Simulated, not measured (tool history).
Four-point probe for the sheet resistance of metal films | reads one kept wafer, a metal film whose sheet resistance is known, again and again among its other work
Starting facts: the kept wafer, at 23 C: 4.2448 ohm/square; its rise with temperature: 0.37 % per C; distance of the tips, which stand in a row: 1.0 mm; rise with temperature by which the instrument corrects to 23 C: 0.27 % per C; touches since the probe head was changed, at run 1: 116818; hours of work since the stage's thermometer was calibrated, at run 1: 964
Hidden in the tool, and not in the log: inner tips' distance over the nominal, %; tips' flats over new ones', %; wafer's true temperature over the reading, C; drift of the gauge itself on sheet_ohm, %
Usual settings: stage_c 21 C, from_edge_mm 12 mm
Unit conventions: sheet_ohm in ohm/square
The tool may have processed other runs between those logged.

| run | hour | stage_c | from_edge_mm | touches since the probe head was changed | hours of work since the stage's thermometer was calibrated | sheet_ohm |
|---|---|---|---|---|---|---|
| 1 | 0.0 | 21 | 12 | 116818 | 964 | 4.250547 |
| 2 | 43.7 | 21 | 12 | 118500 | 983 | 4.250720 |
| 3 | 91.5 | 21 | 12 | 120341 | 1004 | 4.251176 |
| 4 | 155.2 | 21 | 8 | 122798 | 1032 | 4.272860 |
| 5 | 194.2 | 21 | 13 | 124300 | 1049 | 4.249624 |
| 6 | 233.5 | 27 | 12 | 125813 | 1066 | 4.277189 |
| 7 | 301.2 | 27 | 12 | 128421 | 1095 | 4.278864 |
| 8 | 381.6 | 30 | 36 | 131517 | 1130 | 4.275535 |
| 9 | 425.0 | 30 | 36 | 133192 | 1149 | 4.275422 |
| 10 | 482.5 | 30 | 36 | 135404 | 1174 | 4.275330 |
| 11 | 561.3 | 30 | 36 | 138443 | 1208 | 4.276774 |
| 12 | 637.9 | 34 | 49 | 141391 | 1242 | 4.291350 |
| 13 | 712.6 | 24 | 10 | 144271 | 1274 | 4.272388 |
| 14 | 746.6 | 21 | 65 | 145579 | 1289 | 4.236947 |

Consider 5 possible next runs. They are alternatives, not a sequence: every one starts from the tool as it was left by run 14. What does each give?
| A | 786.8 | 23 | 53 | 147130 | 1306 | ? |
| B | 786.8 | 18 | 10 | 147130 | 1306 | ? |
| C | 786.8 | 22 | 4 | 147130 | 1306 | ? |
| D | 786.8 | 24 | 12 | 147130 | 1306 | ? |
| E | 786.8 | 28 | 65 | 147130 | 1306 | ? |

| run | sheet_ohm |
|---|---|
| A | 4.245540 |
| B | 4.244690 |
| C | 4.377264 |
| D | 4.263924 |
| E | 4.266435 |
Without the tool's hidden state the same runs would have given:
| run | sheet_ohm |
|---|---|
| A | 4.246179 |
| B | 4.245326 |
| C | 4.377921 |
| D | 4.264566 |
| E | 4.267079 |
